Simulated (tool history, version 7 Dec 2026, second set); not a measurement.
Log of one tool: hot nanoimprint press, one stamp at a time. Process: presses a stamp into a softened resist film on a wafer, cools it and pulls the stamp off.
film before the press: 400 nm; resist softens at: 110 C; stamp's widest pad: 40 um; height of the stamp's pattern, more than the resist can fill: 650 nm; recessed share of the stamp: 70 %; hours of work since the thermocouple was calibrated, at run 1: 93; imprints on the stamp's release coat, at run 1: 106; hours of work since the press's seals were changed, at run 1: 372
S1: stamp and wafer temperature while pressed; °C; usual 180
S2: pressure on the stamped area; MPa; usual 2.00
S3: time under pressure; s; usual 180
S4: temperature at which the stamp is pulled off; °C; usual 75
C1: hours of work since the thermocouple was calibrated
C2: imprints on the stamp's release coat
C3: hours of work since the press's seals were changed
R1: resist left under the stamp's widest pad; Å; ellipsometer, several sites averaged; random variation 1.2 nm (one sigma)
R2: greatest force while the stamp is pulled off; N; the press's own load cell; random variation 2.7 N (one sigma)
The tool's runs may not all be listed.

run,hour,S1,S2,S3,S4,C1,C2,C3,R1,R2
1,0.0,180,2.00,180,75,93,106,372,2388,249
2,58.9,180,2.00,180,75,120,262,399,2409,265
3,108.8,180,2.00,180,75,142,395,421,2408,263
4,159.0,180,2.79,180,75,164,528,443,2131,274
# hour 197.5: stamp cleaned and given a new release coat
5,230.1,180,2.79,180,75,193,86,472,2144,246
6,282.6,180,2.00,180,75,217,225,496,2465,252
7,342.3,180,2.00,180,75,244,383,522,2475,271
8,403.4,180,2.00,180,75,271,545,550,2504,282
# hour 430.3: stamp cleaned and given a new release coat
9,471.0,180,2.00,180,75,298,108,577,2471,252
10,528.6,180,2.00,180,63,324,260,603,2531,299
11,582.1,180,2.00,180,63,348,402,627,2518,313
# hour 588.8: plate thermocouple calibrated
# hour 672.3: stamp cleaned and given a new release coat
12,672.3,180,2.00,180,63,35,0,663,2602,287
13,733.8,180,1.36,180,63,62,163,691,2943,299
14,779.6,180,1.36,180,63,83,285,711,2954,306
# hour 836.0: plate thermocouple calibrated, once more
15,852.9,180,1.36,180,63,8,471,742,2707,316
# hour 910.5: stamp cleaned and given a new release coat
16,929.3,180,2.10,180,69,39,50,774,2316,260
# hour 986.1: press's hydraulic seals changed and the load cell set to zero
17,995.9,180,2.10,180,69,65,206,4,2330,273
18,1083.0,180,1.25,180,62,104,436,43,2800,318
19,1143.3,180,2.00,180,70,131,596,70,2408,300
# hour 1156.2: stamp cleaned and given a new release coat
20,1208.4,169,2.96,108,65,157,139,97,3459,282
21,1260.9,169,2.86,151,65,181,278,120,3320,293
22,1306.9,169,2.86,151,65,201,400,141,3328,300
23,1356.2,169,2.86,151,65,223,531,163,3326,316
# hour 1388.9: stamp cleaned and given a new release coat
24,1412.9,169,2.86,151,65,246,64,185,3323,275
25,1455.8,180,2.10,180,75,265,177,204,2410,253
26,1542.0,180,2.00,180,64,304,406,243,2486,313
27,1577.8,180,2.00,180,64,320,501,259,2464,307
28,1614.3,182,2.22,94,75,336,597,275,2646,289
# hour 1626.6: stamp cleaned and given a new release coat
29,1672.5,173,2.00,180,83,359,122,298,3192,233

Forecast each of these 3 alternatives for the next run:
A,1745.1,174,2.00,180,75,392,314,331,?,?
B,1745.1,173,2.00,101,83,392,314,331,?,?
C,1745.1,173,2.00,285,65,392,314,331,?,?

run,R1,R2
A,3093,270
B,3481,239
C,2920,299
Without the tool's hidden state the same runs would have given:
run,R1,R2
A,2928,243
B,3360,215
C,2738,270

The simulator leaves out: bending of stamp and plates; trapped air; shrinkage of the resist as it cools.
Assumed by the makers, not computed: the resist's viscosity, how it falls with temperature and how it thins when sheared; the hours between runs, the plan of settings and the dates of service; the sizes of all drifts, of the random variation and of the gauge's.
